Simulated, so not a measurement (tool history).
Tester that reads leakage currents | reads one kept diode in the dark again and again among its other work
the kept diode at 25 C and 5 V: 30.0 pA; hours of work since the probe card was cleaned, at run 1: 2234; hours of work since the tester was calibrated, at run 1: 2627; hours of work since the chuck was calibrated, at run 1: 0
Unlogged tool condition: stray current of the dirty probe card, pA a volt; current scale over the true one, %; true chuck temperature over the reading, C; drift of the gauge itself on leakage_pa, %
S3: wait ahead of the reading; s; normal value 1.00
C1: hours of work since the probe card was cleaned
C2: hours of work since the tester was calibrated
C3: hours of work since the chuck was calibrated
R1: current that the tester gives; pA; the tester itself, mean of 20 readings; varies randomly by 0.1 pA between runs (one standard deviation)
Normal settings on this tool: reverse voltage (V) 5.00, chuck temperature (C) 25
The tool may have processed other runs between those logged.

{"run": 1, "hour": 0.0, "reverse voltage (V)": 5.0, "chuck temperature (C)": 25, "S3": 1.0, "C1": 2234, "C2": 2627, "C3": 0, "R1": 34.5}
{"run": 2, "hour": 56.0, "reverse voltage (V)": 5.0, "chuck temperature (C)": 25, "S3": 1.0, "C1": 2274, "C2": 2668, "C3": 40, "R1": 34.71}
{"run": 3, "hour": 136.8, "reverse voltage (V)": 5.0, "chuck temperature (C)": 25, "S3": 1.0, "C1": 2333, "C2": 2726, "C3": 99, "R1": 34.58}
{"run": 4, "hour": 179.8, "reverse voltage (V)": 5.0, "chuck temperature (C)": 25, "S3": 1.0, "C1": 2364, "C2": 2757, "C3": 130, "R1": 34.35}
{"run": 5, "hour": 277.8, "reverse voltage (V)": 5.0, "chuck temperature (C)": 51, "S3": 1.0, "C1": 2435, "C2": 2828, "C3": 201, "R1": 181.8}
{"run": 6, "hour": 341.3, "reverse voltage (V)": 5.0, "chuck temperature (C)": 25, "S3": 1.1, "C1": 2481, "C2": 2874, "C3": 247, "R1": 33.93}
{"run": 7, "hour": 395.3, "reverse voltage (V)": 5.0, "chuck temperature (C)": 25, "S3": 1.1, "C1": 2520, "C2": 2913, "C3": 286, "R1": 34.0}
{"run": 8, "hour": 484.0, "reverse voltage (V)": 5.0, "chuck temperature (C)": 24, "S3": 1.0, "C1": 2584, "C2": 2977, "C3": 350, "R1": 32.0}
{"hour": 523.0, "done": "tester calibrated"}
{"run": 9, "hour": 550.4, "reverse voltage (V)": 5.0, "chuck temperature (C)": 25, "S3": 1.47, "C1": 2630, "C2": 20, "C3": 396, "R1": 34.0}
{"run": 10, "hour": 608.2, "reverse voltage (V)": 5.0, "chuck temperature (C)": 25, "S3": 1.47, "C1": 2672, "C2": 62, "C3": 438, "R1": 33.68}
{"run": 11, "hour": 673.6, "reverse voltage (V)": 5.0, "chuck temperature (C)": 25, "S3": 1.47, "C1": 2719, "C2": 109, "C3": 485, "R1": 33.75}
{"run": 12, "hour": 733.6, "reverse voltage (V)": 5.0, "chuck temperature (C)": 25, "S3": 1.41, "C1": 2763, "C2": 152, "C3": 529, "R1": 33.78}
{"run": 13, "hour": 792.3, "reverse voltage (V)": 5.0, "chuck temperature (C)": 25, "S3": 1.41, "C1": 2805, "C2": 195, "C3": 571, "R1": 33.82}
{"run": 14, "hour": 892.9, "reverse voltage (V)": 5.0, "chuck temperature (C)": 25, "S3": 1.41, "C1": 2878, "C2": 267, "C3": 644, "R1": 33.75}
{"run": 15, "hour": 977.6, "reverse voltage (V)": 5.0, "chuck temperature (C)": 25, "S3": 1.41, "C1": 2939, "C2": 328, "C3": 705, "R1": 33.79}
{"run": 16, "hour": 1042.2, "reverse voltage (V)": 5.0, "chuck temperature (C)": 25, "S3": 1.41, "C1": 2986, "C2": 375, "C3": 752, "R1": 33.62}
{"run": 17, "hour": 1101.3, "reverse voltage (V)": 5.0, "chuck temperature (C)": 25, "S3": 1.41, "C1": 3028, "C2": 418, "C3": 794, "R1": 33.45}
{"run": 18, "hour": 1174.9, "reverse voltage (V)": 5.0, "chuck temperature (C)": 25, "S3": 1.41, "C1": 3082, "C2": 471, "C3": 848, "R1": 33.3}
{"hour": 1247.3, "done": "chuck's temperature calibrated"}
{"run": 19, "hour": 1249.1, "reverse voltage (V)": 5.0, "chuck temperature (C)": 25, "S3": 1.41, "C1": 3134, "C2": 523, "C3": 1, "R1": 36.59}
{"run": 20, "hour": 1344.8, "reverse voltage (V)": 5.0, "chuck temperature (C)": 25, "S3": 1.0, "C1": 3203, "C2": 592, "C3": 70, "R1": 36.56}
{"run": 21, "hour": 1437.7, "reverse voltage (V)": 5.0, "chuck temperature (C)": 26, "S3": 3.08, "C1": 3270, "C2": 659, "C3": 138, "R1": 38.36}
{"run": 22, "hour": 1489.6, "reverse voltage (V)": 1.65, "chuck temperature (C)": 24, "S3": 0.38, "C1": 3308, "C2": 697, "C3": 175, "R1": 17.36}
{"run": 23, "hour": 1575.0, "reverse voltage (V)": 6.63, "chuck temperature (C)": 36, "S3": 1.0, "C1": 3369, "C2": 759, "C3": 237, "R1": 84.97}
{"run": 24, "hour": 1634.4, "reverse voltage (V)": 4.48, "chuck temperature (C)": 45, "S3": 3.7, "C1": 3412, "C2": 802, "C3": 280, "R1": 118.42}
{"hour": 1663.6, "done": "probe card cleaned and baked"}
{"run": 25, "hour": 1734.3, "reverse voltage (V)": 4.99, "chuck temperature (C)": 36, "S3": 0.41, "C1": 51, "C2": 872, "C3": 350, "R1": 65.37}
{"run": 26, "hour": 1833.3, "reverse voltage (V)": 12.43, "chuck temperature (C)": 50, "S3": 9.82, "C1": 123, "C2": 943, "C3": 421, "R1": 270.69}
{"run": 27, "hour": 1888.9, "reverse voltage (V)": 3.22, "chuck temperature (C)": 39, "S3": 1.98, "C1": 163, "C2": 983, "C3": 461, "R1": 61.76}
{"run": 28, "hour": 1972.2, "reverse voltage (V)": 3.22, "chuck temperature (C)": 39, "S3": 1.98, "C1": 223, "C2": 1044, "C3": 522, "R1": 61.15}
{"run": 29, "hour": 2055.9, "reverse voltage (V)": 3.75, "chuck temperature (C)": 25, "S3": 0.77, "C1": 283, "C2": 1104, "C3": 582, "R1": 25.03}
{"run": 30, "hour": 2115.4, "reverse voltage (V)": 3.75, "chuck temperature (C)": 25, "S3": 0.77, "C1": 326, "C2": 1147, "C3": 625, "R1": 24.82}
{"run": 31, "hour": 2212.5, "reverse voltage (V)": 3.75, "chuck temperature (C)": 25, "S3": 0.77, "C1": 397, "C2": 1217, "C3": 695, "R1": 24.81}
{"run": 32, "hour": 2269.7, "reverse voltage (V)": 5.23, "chuck temperature (C)": 20, "S3": 1.82, "C1": 438, "C2": 1259, "C3": 737, "R1": 20.61}
{"run": 33, "hour": 2331.7, "reverse voltage (V)": 14.06, "chuck temperature (C)": 38, "S3": 8.93, "C1": 483, "C2": 1303, "C3": 781, "R1": 127.58}
{"run": 34, "hour": 2424.1, "reverse voltage (V)": 1.68, "chuck temperature (C)": 31, "S3": 1.0, "C1": 550, "C2": 1370, "C3": 848, "R1": 23.8}
{"hour": 2487.8, "done": "chuck's temperature calibrated"}
{"run": 35, "hour": 2498.1, "reverse voltage (V)": 1.68, "chuck temperature (C)": 31, "S3": 1.0, "C1": 602, "C2": 1422, "C3": 7, "R1": 26.18}
{"run": 36, "hour": 2599.1, "reverse voltage (V)": 1.68, "chuck temperature (C)": 31, "S3": 1.0, "C1": 675, "C2": 1495, "C3": 80, "R1": 25.95}
{"run": 37, "hour": 2684.0, "reverse voltage (V)": 1.29, "chuck temperature (C)": 21, "S3": 1.16, "C1": 736, "C2": 1556, "C3": 142, "R1": 10.7}
{"run": 38, "hour": 2779.1, "reverse voltage (V)": 7.78, "chuck temperature (C)": 53, "S3": 2.54, "C1": 805, "C2": 1625, "C3": 211, "R1": 257.25}
{"run": 39, "hour": 2869.4, "reverse voltage (V)": 7.78, "chuck temperature (C)": 44, "S3": 5.52, "C1": 870, "C2": 1690, "C3": 276, "R1": 144.29}

How would selected steps in R1 from run to run divide? Give the signed amount a tool lacking its hidden state would still show from settings, what came in and random variation, and the signed amount left for the hidden state, including any gauge scatter that is not in both of the compared results.
Run 25 -> 26: reverse voltage (V) 4.99 -> 12.43, chuck temperature (C) 36 -> 50, S3 0.41 -> 9.82. R1 +205.32 pA: hidden state -8.07, all else +213.39.
Run 26 -> 27: reverse voltage (V) 12.43 -> 3.22, chuck temperature (C) 50 -> 39, S3 9.82 -> 1.98. R1 -208.93 pA: hidden state +7.54, all else -216.47.
Run 32 -> 33: reverse voltage (V) 5.23 -> 14.06, chuck temperature (C) 20 -> 38, S3 1.82 -> 8.93. R1 +106.97 pA: hidden state -7.08, all else +114.05.
Run 37 -> 38: reverse voltage (V) 1.29 -> 7.78, chuck temperature (C) 21 -> 53, S3 1.16 -> 2.54. R1 +246.55 pA: hidden state -3.92, all else +250.47.
